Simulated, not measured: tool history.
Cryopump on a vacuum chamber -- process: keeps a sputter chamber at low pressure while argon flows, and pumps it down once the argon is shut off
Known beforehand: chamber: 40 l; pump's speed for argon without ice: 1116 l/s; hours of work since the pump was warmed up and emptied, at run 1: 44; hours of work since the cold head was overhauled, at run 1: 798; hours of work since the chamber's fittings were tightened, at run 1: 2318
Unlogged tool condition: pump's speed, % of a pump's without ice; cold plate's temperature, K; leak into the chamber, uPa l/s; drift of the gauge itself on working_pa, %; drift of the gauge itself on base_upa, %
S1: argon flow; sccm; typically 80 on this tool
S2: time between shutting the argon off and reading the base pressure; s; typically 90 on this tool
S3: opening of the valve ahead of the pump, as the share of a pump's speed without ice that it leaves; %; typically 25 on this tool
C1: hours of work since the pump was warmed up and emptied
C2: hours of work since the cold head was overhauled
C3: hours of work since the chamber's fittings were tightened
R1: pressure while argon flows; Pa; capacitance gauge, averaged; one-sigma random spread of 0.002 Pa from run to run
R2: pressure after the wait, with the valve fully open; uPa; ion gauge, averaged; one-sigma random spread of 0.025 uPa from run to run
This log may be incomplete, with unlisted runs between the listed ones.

| run | day | S1 | S2 | S3 | C1 | C2 | C3 | R1 | R2 |
|---|---|---|---|---|---|---|---|---|---|
| 1 | 0.000 | 80 | 90 | 25 | 44 | 798 | 2318 | 0.4901 | 2.94 |
| 2 | 1.908 | 80 | 90 | 16 | 63 | 817 | 2337 | 0.7658 | 2.93 |
| 3 | 2.971 | 80 | 90 | 16 | 74 | 828 | 2348 | 0.7594 | 2.91 |
| 4 | 5.371 | 80 | 90 | 16 | 98 | 852 | 2372 | 0.7637 | 2.99 |
| 5 | 6.762 | 80 | 90 | 16 | 112 | 866 | 2386 | 0.7674 | 2.98 |
| 6 | 8.546 | 80 | 90 | 16 | 130 | 884 | 2404 | 0.7602 | 3.02 |
| 7 | 9.900 | 80 | 90 | 16 | 144 | 898 | 2418 | 0.7669 | 3.02 |
| 8 | 11.467 | 80 | 90 | 16 | 160 | 913 | 2434 | 0.7637 | 3.05 |
| 9 | 13.192 | 80 | 90 | 16 | 177 | 931 | 2451 | 0.7651 | 3.12 |
| 10 | 15.150 | 80 | 90 | 16 | 197 | 951 | 2471 | 0.7596 | 3.14 |
| 11 | 17.400 | 80 | 90 | 16 | 220 | 973 | 2494 | 0.7693 | 3.17 |
| 12 | 19.121 | 80 | 90 | 16 | 237 | 991 | 2511 | 0.7684 | 3.14 |
| 13 | 20.267 | 80 | 90 | 16 | 249 | 1002 | 2523 | 0.7704 | 3.24 |
| 14 | 22.604 | 80 | 90 | 16 | 273 | 1026 | 2546 | 0.7702 | 3.21 |
| 15 | 24.804 | 80 | 90 | 16 | 295 | 1048 | 2569 | 0.7659 | 3.31 |
| 16 | 26.467 | 80 | 90 | 22 | 312 | 1065 | 2585 | 0.5647 | 3.34 |
| 17 | 27.992 | 80 | 90 | 19 | 327 | 1080 | 2601 | 0.6564 | 3.37 |
| 18 | 30.029 | 80 | 90 | 19 | 348 | 1101 | 2621 | 0.6472 | 3.38 |
| 19 | 32.362 | 80 | 90 | 19 | 371 | 1125 | 2645 | 0.6542 | 3.48 |
| 20 | 33.975 | 80 | 90 | 19 | 387 | 1141 | 2661 | 0.6521 | 3.36 |
| 21 | 35.421 | 80 | 176 | 48 | 402 | 1156 | 2676 | 0.2695 | 3.10 |
| 22 | 36.996 | 42 | 186 | 24 | 418 | 1171 | 2692 | 0.2734 | 3.07 |
| 23 | 38.779 | 112 | 20 | 25 | 436 | 1189 | 2710 | 0.7063 | 6.09 |
| 24 | 40.688 | 112 | 20 | 25 | 455 | 1209 | 2729 | 0.7040 | 6.11 |
| 25 | 42.867 | 112 | 20 | 25 | 477 | 1231 | 2751 | 0.7073 | 6.25 |
| 26 | 44.817 | 112 | 20 | 25 | 497 | 1250 | 2771 | 0.7087 | 6.15 |
| 27 | 46.800 | 112 | 20 | 25 | 517 | 1270 | 2791 | 0.7025 | 6.09 |
| 28 | 49.171 | 112 | 20 | 17 | 541 | 1294 | 2815 | 1.0250 | 6.11 |
| 29 | 50.200 | 46 | 87 | 25 | 551 | 1305 | 2825 | 0.2919 | 3.71 |
| 30 | 52.371 | 132 | 85 | 47 | 573 | 1327 | 2847 | 0.4612 | 3.75 |
| 31 | 53.450 | 65 | 299 | 42 | 584 | 1338 | 2858 | 0.2539 | 3.16 |
| 32 | 55.725 | 80 | 67 | 46 | 607 | 1361 | 2881 | 0.2886 | 3.89 |
|  | 58.254 | leaking fittings of the chamber tightened, without venting |
| 33 | 58.275 | 80 | 67 | 46 | 632 | 1386 | 0 | 0.2897 | 1.46 |

Predict each of these 5 candidate next runs independently; none follows another, all start after run 33:
| A | 59.283 | 154 | 105 | 25 | 642 | 1396 | 10 | ? | ? |
| B | 59.283 | 47 | 22 | 46 | 642 | 1396 | 10 | ? | ? |
| C | 59.283 | 150 | 90 | 25 | 642 | 1396 | 10 | ? | ? |
| D | 59.283 | 92 | 67 | 46 | 642 | 1396 | 10 | ? | ? |
| E | 59.283 | 80 | 33 | 46 | 642 | 1396 | 10 | ? | ? |

| run | R1 | R2 |
|---|---|---|
| A | 0.9766 | 1.08 |
| B | 0.1706 | 3.52 |
| C | 0.9605 | 1.16 |
| D | 0.3335 | 1.49 |
| E | 0.2906 | 2.48 |
With the hidden condition removed and each run's random variation left untouched, the same runs would have given:
| run | R1 | R2 |
|---|---|---|
| A | 0.9271 | 0.90 |
| B | 0.1553 | 3.34 |
| C | 0.9118 | 0.98 |
| D | 0.3038 | 1.31 |
| E | 0.2646 | 2.31 |

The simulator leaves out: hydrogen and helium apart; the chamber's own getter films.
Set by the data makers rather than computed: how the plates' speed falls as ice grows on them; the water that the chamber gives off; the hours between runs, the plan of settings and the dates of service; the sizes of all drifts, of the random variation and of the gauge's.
